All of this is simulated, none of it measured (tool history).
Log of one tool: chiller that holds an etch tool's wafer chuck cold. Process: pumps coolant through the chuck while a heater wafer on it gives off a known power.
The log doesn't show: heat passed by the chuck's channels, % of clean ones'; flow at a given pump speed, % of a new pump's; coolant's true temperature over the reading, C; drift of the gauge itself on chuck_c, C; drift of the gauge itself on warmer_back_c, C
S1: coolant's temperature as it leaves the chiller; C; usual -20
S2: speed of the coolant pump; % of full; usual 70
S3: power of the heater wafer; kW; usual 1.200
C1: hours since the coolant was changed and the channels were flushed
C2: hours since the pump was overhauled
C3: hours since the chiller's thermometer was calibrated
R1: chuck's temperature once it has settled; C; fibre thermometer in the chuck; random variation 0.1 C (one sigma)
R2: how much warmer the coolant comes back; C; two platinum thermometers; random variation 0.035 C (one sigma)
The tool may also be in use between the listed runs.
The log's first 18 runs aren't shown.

run,hour,S1,S2,S3,C1,C2,C3,R1,R2
19,629.8,-19,70,1.684,924,69,1259,-0.9,8.45
20,664.3,-19,70,1.684,959,103,1293,-0.8,8.36
21,704.9,-19,70,1.684,999,144,1334,-0.6,8.46
22,726.3,-10,93,1.684,1021,165,1355,5.6,6.46
23,764.1,-20,77,0.860,1059,203,1393,-11.1,3.89
24,793.8,-28,70,1.721,1088,233,1422,-9.4,8.61
25,817.6,-28,70,1.721,1112,257,1446,-9.1,8.61
26,848.8,-10,72,0.664,1143,288,1477,-2.8,3.23
27,874.4,-12,72,0.993,1169,314,1503,-1.3,4.82
28,898.8,-27,79,0.662,1193,338,1527,-20.2,2.96
29,919.3,-30,74,0.767,1214,358,1548,-21.8,3.67
30,942.6,-11,70,1.200,1237,382,1571,2.1,6.09
31,982.6,-28,82,1.200,1277,422,1611,-15.8,5.19

5 ways to go on from here, each from the tool as it stands after run 31. What would each give?
A,1012.9,-14,82,1.200,1307,452,1642,?,?
B,1012.9,-28,89,1.037,1307,452,1642,?,?
C,1012.9,-20,97,0.873,1307,452,1642,?,?
D,1012.9,-20,70,1.600,1307,452,1642,?,?
E,1012.9,-27,69,1.675,1307,452,1642,?,?

run,R1,R2
A,-1.6,5.18
B,-17.8,4.12
C,-11.9,3.21
D,-2.4,8.11
E,-8.5,8.55
Without the tool's hidden state the same runs would have given:
run,R1,R2
A,-2.4,5.15
B,-18.4,4.11
C,-12.5,3.20
D,-3.4,8.08
E,-9.4,8.51
